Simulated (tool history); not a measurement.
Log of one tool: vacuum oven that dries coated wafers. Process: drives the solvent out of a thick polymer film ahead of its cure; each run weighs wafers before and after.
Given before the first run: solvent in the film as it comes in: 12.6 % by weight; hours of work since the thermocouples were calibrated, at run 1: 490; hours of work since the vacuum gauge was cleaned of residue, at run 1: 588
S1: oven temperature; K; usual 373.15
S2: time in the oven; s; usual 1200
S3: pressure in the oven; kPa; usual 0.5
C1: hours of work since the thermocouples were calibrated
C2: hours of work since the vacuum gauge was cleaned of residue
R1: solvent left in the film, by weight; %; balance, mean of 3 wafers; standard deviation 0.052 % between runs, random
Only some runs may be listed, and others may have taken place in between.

run,hour,S1,S2,S3,C1,C2,R1
1,0,373.15,1200,0.5,490,588,1.37
2,50.9,373.15,1200,0.5,522,620,1.35
3,110.6,373.15,1860,0.5,559,658,0.81
4,155.2,373.15,1860,0.5,587,686,0.89
5,225.7,373.15,1860,0.5,631,730,0.88
6,273.1,373.15,1860,0.5,661,759,0.79
7,336.2,373.15,1860,0.5,701,799,0.8
8,429.6,373.15,1860,0.5,759,857,0.83
9,523,373.15,1860,0.5,818,916,0.86
10,592.3,373.15,1860,0.5,861,959,0.88
11,641.9,373.15,1860,0.5,892,990,0.92
12,704.9,373.15,1860,0.5,931,1030,0.87
13,788.3,373.15,1200,0.5,984,1082,1.42
14,859,373.15,1200,0.5,1028,1126,1.42
15,944.9,373.15,1200,0.5,1082,1180,1.36
# hour 1014.8: oven's thermocouples calibrated
16,1032.6,373.15,1200,0.5,11,1234,1.31
17,1117,373.15,1200,0.5,64,1287,1.26
18,1205.5,373.15,1200,0.5,119,1342,1.31
19,1287.5,373.15,1200,0.5,171,1393,1.23
20,1342.3,373.15,1200,0.5,205,1428,1.22
21,1427.1,373.15,1200,0.5,258,1481,1.26
# hour 1449.6: oven's thermocouples calibrated, once more
22,1494.8,373.15,1200,0.5,28,1522,1.77
23,1541.9,373.15,1200,0.5,58,1551,1.87
24,1609.8,373.15,2040,0.493,100,1594,1.19
25,1703.2,384.15,1500,0.5,159,1652,0.8
26,1754.6,368.15,1680,0.5,191,1685,2.23
27,1835.8,368.15,1680,0.269,242,1735,1.93
28,1898.7,368.15,1680,0.269,281,1775,1.82
29,1994.3,359.15,1500,1.966,341,1835,6.09
30,2093.7,359.15,1500,1.966,403,1897,6.19
31,2144.2,359.15,1500,1.966,435,1928,6.13
32,2207.1,375.15,1200,0.5,474,1968,1.55
33,2308.2,375.15,1200,0.5,538,2031,1.46
34,2407,375.15,1200,0.5,599,2093,1.53
35,2457.1,375.15,1200,0.5,631,2124,1.58
36,2543.8,375.15,1200,0.5,685,2179,1.55
37,2642,373.15,1200,0.5,747,2240,1.81
38,2712.1,371.15,1320,0.501,791,2284,1.87
39,2768.5,371.15,1320,0.501,826,2319,1.93
40,2836.5,371.15,1320,0.501,868,2362,1.97
41,2908.6,371.15,1320,0.501,914,2407,1.99
42,2996.1,374.15,2160,0.368,968,2462,1.26
43,3073.1,374.15,2160,0.368,1017,2510,1.22
44,3118.4,374.15,2160,1.988,1045,2538,2.43
45,3208.6,383.15,1020,0.442,1101,2595,0.97

Hidden state or all else? Some run-to-run changes of R1, split into what the settings, what came in and random variation would give without the hidden state, and what is left for the hidden state (with any gauge scatter that isn't in both results):
Hidden state present: true wafer temperature over the reading, C; true pressure over the reading, kPa; drift of the gauge itself on solvent_pct, %.
Run 21 -> 22: oven's thermocouples calibrated, once more. R1 +0.51 %: hidden state +0.58, all else -0.07.
Run 25 -> 26: S1 384.15 -> 368.15, S2 1500 -> 1680. R1 +1.43 %: hidden state +0.23, all else +1.2.
Run 28 -> 29: S1 368.15 -> 359.15, S2 1680 -> 1500, S3 0.269 -> 1.966. R1 +4.27 %: hidden state +0, all else +4.27.
Run 31 -> 32: S1 359.15 -> 375.15, S2 1500 -> 1200, S3 1.966 -> 0.5. R1 -4.58 %: hidden state -0.1, all else -4.48.
Run 41 -> 42: S1 371.15 -> 374.15, S2 1320 -> 2160, S3 0.501 -> 0.368. R1 -0.73 %: hidden state +0.22, all else -0.95.
Run 44 -> 45: S1 374.15 -> 383.15, S2 2160 -> 1020, S3 1.988 -> 0.442. R1 -1.46 %: hidden state -0.15, all else -1.31.

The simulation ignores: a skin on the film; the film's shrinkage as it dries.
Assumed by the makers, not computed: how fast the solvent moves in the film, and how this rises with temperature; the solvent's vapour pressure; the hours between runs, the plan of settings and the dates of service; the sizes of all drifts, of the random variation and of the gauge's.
